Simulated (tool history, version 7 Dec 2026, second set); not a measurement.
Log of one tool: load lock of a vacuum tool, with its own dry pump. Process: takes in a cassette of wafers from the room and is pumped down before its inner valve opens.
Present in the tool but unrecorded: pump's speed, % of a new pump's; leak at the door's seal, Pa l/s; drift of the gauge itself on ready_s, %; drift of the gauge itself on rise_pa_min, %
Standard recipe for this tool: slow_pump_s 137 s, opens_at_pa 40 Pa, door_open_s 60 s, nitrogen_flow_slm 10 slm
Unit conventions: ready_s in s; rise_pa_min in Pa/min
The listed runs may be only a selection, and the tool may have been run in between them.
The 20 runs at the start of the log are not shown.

run	hour	slow_pump_s	opens_at_pa	door_open_s	nitrogen_flow_slm	hours that the pump has run since its overhaul	times that the door has closed on its seal	incoming humidity of the room's air, %	ready_s	rise_pa_min
21	1337.5	92	66	66	10	2066	19572	43.5	146	0.056
22	1423.7	92	66	66	10	2152	19906	43.2	146.2	0.061
23	1485.6	219	51	68	21	2214	20145	44	260.5	0.056
24	1578.2	137	40	72	10	2307	20503	47.7	190.8	0.064
25	1622.1	137	40	42	14	2350	20673	44.7	192.1	0.06
26	1696.1	75	51	42	24	2425	20959	45.9	133.6	0.062
27	1755.4	75	51	42	24	2484	21188	44	132.6	0.061
28	1817.8	137	40	104	19	2546	21429	43.9	191.8	0.062
29	1878.5	137	40	99	19	2607	21664	44.5	190.6	0.062
30	1971	137	40	99	19	2699	22021	42.4	190.7	0.067
31	2046.2	137	49	35	6	2775	22312	45	188.3	0.066
32	2096.6	161	36	171	26	2825	22507	48.2	212.9	0.062
33	2173.1	137	40	132	10	2901	22803	42.7	191.2	0.077
34	2240	104	40	60	10	2968	23061	44.3	161.3	0.074
35	2289.6	82	40	156	10	3018	23253	42.9	142.4	0.074
36	2379.5	82	40	156	10	3108	23601	42.8	141.9	0.084

Here are 4 independent what-if runs from the current tool condition. What would each one return?
A	2435.5	137	66	54	11	3164	23817	44.7	?	?
B	2435.5	128	40	55	10	3164	23817	42.9	?	?
C	2435.5	189	60	170	10	3164	23817	42.2	?	?
D	2435.5	137	37	36	17	3164	23817	45.5	?	?

run	ready_s	rise_pa_min
A	186.8	0.069
B	182.5	0.068
C	232.7	0.083
D	192.6	0.065
Stripped of hidden state, with their random variation kept, the same runs would have yielded:
run	ready_s	rise_pa_min
A	186.1	0.013
B	181.7	0.013
C	232	0.027
D	191.8	0.01

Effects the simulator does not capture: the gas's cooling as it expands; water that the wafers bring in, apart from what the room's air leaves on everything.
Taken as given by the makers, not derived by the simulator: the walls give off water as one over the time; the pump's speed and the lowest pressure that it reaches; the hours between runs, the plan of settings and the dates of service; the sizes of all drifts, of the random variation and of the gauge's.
